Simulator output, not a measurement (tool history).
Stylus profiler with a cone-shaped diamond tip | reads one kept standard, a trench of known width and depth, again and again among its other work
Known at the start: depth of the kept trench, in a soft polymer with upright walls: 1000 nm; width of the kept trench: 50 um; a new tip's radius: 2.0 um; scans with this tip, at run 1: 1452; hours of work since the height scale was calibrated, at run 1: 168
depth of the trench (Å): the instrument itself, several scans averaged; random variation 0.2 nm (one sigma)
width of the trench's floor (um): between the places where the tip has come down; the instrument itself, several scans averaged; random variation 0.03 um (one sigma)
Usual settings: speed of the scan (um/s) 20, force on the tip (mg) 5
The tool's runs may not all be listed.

run	hour	speed of the scan (um/s)	force on the tip (mg)	scans with this tip	hours of work since the height scale was calibrated	depth of the trench (Å)	width of the trench's floor (um)
1	0	20	5	1452	168	10088.3	46.5
2	28.1	20	5	1609	187	10089.2	46.48
3	51.6	20	3.36	1741	202	10069.5	46.5
4	65.1	20	12.26	1817	211	10164.3	46.48
5	91.8	20	12.26	1966	228	10164.5	46.5
6	116.8	20	12.26	2106	244	10168.9	46.48
7	142.9	20	5	2252	261	10089.4	46.49
8	159.6	20	5	2346	272	10089.8	46.49
9	181.9	33	5	2471	287	10091.1	46.46
10	209.4	33	5	2625	304	10091	46.47
11	235.5	41	5	2771	321	10088.2	46.44
12	255.2	20	5	2881	334	10089.2	46.49
13	274.5	20	5	2989	347	10086.3	46.45
14	300.6	20	8.55	3135	364	10127.5	46.47
15	317.9	20	8.55	3232	375	10132.3	46.52
16	344	20	8.55	3378	392	10129.1	46.5
17	365.3	20	7.22	3497	406	10112.5	46.4
18	391	18	12.39	3641	422	10165.7	46.47
19	421.5	76	2.64	3812	442	10058.3	46.32
20	439.6	6	4.54	3913	454	10081.6	46.52
21	463.7	6	4.54	4048	470	10084.7	46.58
22	491.7	59	6.45	4205	488	10106	46.42
23	521.2	22	6.45	4370	507	10108.5	46.55
24	546.8	5	4.28	4513	523	10080.7	46.54
25	563.4	68	4.28	4607	534	10081.2	46.43
26	578.8	20	2.64	4693	544	10057.6	46.46
27	601.7	29	2.57	4821	559	10058	46.46
28	631.5	29	2.57	4988	578	10060.4	46.47
29	652.6	45	9.14	5106	592	10137.9	46.52
30	674.7	47	5.76	5230	607	10095.8	46.47

Run 31 comes next. What will it give?
31	702.2	70	5.21	5384	624	?	?

Run 31 gave depth of the trench (Å) 10091, width of the trench's floor (um) 46.36.
Without the tool's hidden state the same run would have given depth of the trench (Å) 10090.9, width of the trench's floor (um) 46.36.

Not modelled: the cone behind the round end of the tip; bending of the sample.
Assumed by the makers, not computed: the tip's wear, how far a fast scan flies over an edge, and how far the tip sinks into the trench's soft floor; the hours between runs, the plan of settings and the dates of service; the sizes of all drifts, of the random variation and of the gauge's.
